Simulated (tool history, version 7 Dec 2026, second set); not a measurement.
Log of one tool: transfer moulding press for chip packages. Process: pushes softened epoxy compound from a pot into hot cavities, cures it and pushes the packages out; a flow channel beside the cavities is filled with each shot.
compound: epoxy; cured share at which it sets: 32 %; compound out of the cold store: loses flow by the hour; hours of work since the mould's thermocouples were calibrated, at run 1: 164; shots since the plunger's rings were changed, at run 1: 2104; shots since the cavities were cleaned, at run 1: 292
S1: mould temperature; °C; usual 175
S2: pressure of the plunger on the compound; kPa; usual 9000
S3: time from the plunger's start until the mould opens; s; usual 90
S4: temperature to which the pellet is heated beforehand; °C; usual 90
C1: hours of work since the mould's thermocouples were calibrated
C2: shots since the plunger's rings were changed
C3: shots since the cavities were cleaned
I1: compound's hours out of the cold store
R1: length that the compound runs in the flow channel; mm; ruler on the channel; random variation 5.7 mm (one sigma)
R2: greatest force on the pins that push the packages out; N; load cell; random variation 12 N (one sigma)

run	day	S1	S2	S3	S4	C1	C2	C3	I1	R1	R2
1	0	175	9000	90	90	164	2104	292	43.5	630	543
2	0.442	175	9000	90	90	170	2224	412	43	627	527
3	0.792	175	9000	90	90	175	2320	508	8.3	756	592
4	1.133	175	9000	90	90	180	2414	602	20.5	699	540
# day 1.242: cavities cleaned with cleaning compound and waxed
5	1.762	175	9000	90	90	188	2567	142	26.6	691	547
6	2.067	175	9000	90	90	193	2651	226	45	631	550
# day 2.442: plunger's sealing rings changed
7	2.646	175	8160	90	90	199	55	355	37.7	614	557
8	3.108	175	8160	90	90	206	182	482	21.1	675	571
9	3.517	175	8160	90	90	212	293	593	36.3	616	546
# day 3.621: cavities cleaned with cleaning compound and waxed
10	4.204	175	9000	90	90	221	463	159	42.5	629	550
11	4.746	175	9000	90	90	228	611	307	40.2	637	547
12	5.112	175	9000	90	90	233	711	407	46.6	620	534
13	5.692	175	9000	90	90	242	869	565	44.1	629	531
# day 5.908: cavities cleaned with cleaning compound and waxed
14	6.279	175	9000	90	90	249	1012	101	20.5	711	539
15	6.617	175	7960	90	88	254	1105	194	29.9	633	551
16	7.208	169	9000	90	94	262	1266	355	16.6	738	826
17	7.788	170	9010	90	92	270	1423	512	12.9	758	788
# day 8.2: cavities cleaned with cleaning compound and waxed
18	8.2	175	9000	130	88	275	1519	0	24.8	697	434
19	8.521	175	9000	130	88	280	1607	88	33.2	667	428
20	8.958	175	9000	90	86	286	1726	207	19.6	716	558
21	9.383	173	9360	114	89	292	1842	323	10.7	771	473
22	9.929	175	8010	108	95	300	1991	472	47.2	583	455
23	10.4	175	8120	90	99	307	2119	600	31.2	636	546
# day 10.517: cavities cleaned with cleaning compound and waxed
24	10.879	173	8120	101	99	312	2232	98	20.2	678	501
25	11.217	177	7150	121	90	317	2325	191	43.9	555	425
26	11.85	175	10550	90	90	326	2497	363	29.4	737	554
27	12.504	182	10550	71	90	336	2676	542	21.6	745	624

5 ways to go on from here, each from the tool as it stands after run 27. What would each give?
# day 12.783: plunger's sealing rings changed
# day 12.9: cavities cleaned with cleaning compound and waxed
A	13.212	182	8600	103	90	343	100	86	39.1	?	?
# day 12.783: plunger's sealing rings changed
# day 12.9: cavities cleaned with cleaning compound and waxed
B	13.212	181	10190	90	94	343	100	86	44	?	?
# day 12.783: plunger's sealing rings changed
# day 12.9: cavities cleaned with cleaning compound and waxed
C	13.212	175	7690	73	94	343	100	86	19.1	?	?
# day 12.783: plunger's sealing rings changed
# day 12.9: cavities cleaned with cleaning compound and waxed
D	13.212	174	9000	90	96	343	100	86	32.1	?	?
# day 12.783: plunger's sealing rings changed
# day 12.9: cavities cleaned with cleaning compound and waxed
E	13.212	182	10550	92	90	343	100	86	20.5	?	?

run	R1	R2
A	618	435
B	658	464
C	669	897
D	662	550
E	742	445
Without the tool's hidden state the same runs would have given:
run	R1	R2
A	618	434
B	658	462
C	669	893
D	662	548
E	742	443
